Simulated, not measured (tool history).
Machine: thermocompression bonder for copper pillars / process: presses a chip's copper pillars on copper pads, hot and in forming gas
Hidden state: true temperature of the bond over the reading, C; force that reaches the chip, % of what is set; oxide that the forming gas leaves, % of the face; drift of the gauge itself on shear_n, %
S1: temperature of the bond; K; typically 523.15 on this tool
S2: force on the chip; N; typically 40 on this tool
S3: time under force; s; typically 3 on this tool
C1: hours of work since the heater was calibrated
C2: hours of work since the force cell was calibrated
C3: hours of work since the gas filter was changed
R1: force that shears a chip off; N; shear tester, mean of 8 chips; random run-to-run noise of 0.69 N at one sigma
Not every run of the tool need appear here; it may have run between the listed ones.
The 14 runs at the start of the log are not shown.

| run | hour | S1 | S2 | S3 | C1 | C2 | C3 | R1 |
|---|---|---|---|---|---|---|---|---|
| 15 | 446 | 523.15 | 40 | 3 | 93 | 1300 | 385 | 53.9 |
| 16 | 488.9 | 523.15 | 40 | 7 | 124 | 1330 | 416 | 71 |
|  | 531.6 | heater calibrated with a thermocouple chip, once more |
| 17 | 534.3 | 523.15 | 40 | 3 | 2 | 1361 | 446 | 45.3 |
|  | 542.7 | forming gas filter changed |
| 18 | 573.1 | 523.15 | 56 | 3 | 29 | 1388 | 21 | 67.5 |
| 19 | 611.4 | 523.15 | 40 | 3 | 56 | 1415 | 48 | 50.1 |
| 20 | 650.1 | 523.15 | 29 | 5 | 83 | 1442 | 75 | 45.7 |
| 21 | 677.7 | 523.15 | 27 | 8 | 102 | 1461 | 95 | 52.2 |
| 22 | 713.6 | 518.15 | 33 | 2 | 127 | 1486 | 120 | 32.9 |
| 23 | 749.1 | 523.15 | 39 | 6 | 152 | 1511 | 145 | 63.6 |
| 24 | 793.4 | 523.15 | 39 | 6 | 184 | 1542 | 176 | 62.7 |
| 25 | 816.7 | 523.15 | 39 | 6 | 200 | 1559 | 192 | 63 |
| 26 | 862.6 | 523.15 | 39 | 6 | 232 | 1591 | 225 | 64.7 |
| 27 | 885.7 | 523.15 | 39 | 6 | 248 | 1607 | 241 | 64.4 |
| 28 | 925.3 | 553.15 | 57 | 2 | 276 | 1635 | 269 | 81.1 |
| 29 | 965.8 | 553.15 | 57 | 2 | 305 | 1663 | 297 | 81.2 |
| 30 | 999 | 532.15 | 40 | 2 | 328 | 1687 | 321 | 51 |
| 31 | 1018.5 | 500.15 | 30 | 8 | 342 | 1700 | 334 | 41.9 |
| 32 | 1047.9 | 550.15 | 40 | 7 | 362 | 1721 | 355 | 88.2 |
| 33 | 1078.1 | 550.15 | 40 | 7 | 384 | 1742 | 376 | 88.1 |
| 34 | 1116.7 | 550.15 | 40 | 7 | 411 | 1769 | 403 | 86.9 |
| 35 | 1145.4 | 550.15 | 40 | 7 | 431 | 1790 | 423 | 85.7 |
| 36 | 1176.6 | 536.15 | 45 | 6 | 453 | 1812 | 445 | 79.7 |
|  | 1184.3 | forming gas filter changed |
| 37 | 1212.4 | 533.15 | 52 | 7 | 477 | 1836 | 20 | 96.7 |
| 38 | 1250.4 | 523.15 | 40 | 4 | 504 | 1863 | 46 | 65.4 |

Branching from run 38: 3 alternative next runs. What would each branch give?
|  | 1274.8 | force cell calibrated |
| A | 1280.4 | 537.15 | 47 | 5 | 524 | 4 | 66 | ? |
|  | 1274.8 | force cell calibrated |
| B | 1280.4 | 532.15 | 40 | 6 | 524 | 4 | 66 | ? |
|  | 1274.8 | force cell calibrated |
| C | 1280.4 | 509.15 | 40 | 4 | 524 | 4 | 66 | ? |

| run | R1 |
|---|---|
| A | 84.7 |
| B | 75.7 |
| C | 50.5 |
Without the tool's hidden state the same runs would have given:
| run | R1 |
|---|---|
| A | 77.4 |
| B | 68.1 |
| C | 43.2 |

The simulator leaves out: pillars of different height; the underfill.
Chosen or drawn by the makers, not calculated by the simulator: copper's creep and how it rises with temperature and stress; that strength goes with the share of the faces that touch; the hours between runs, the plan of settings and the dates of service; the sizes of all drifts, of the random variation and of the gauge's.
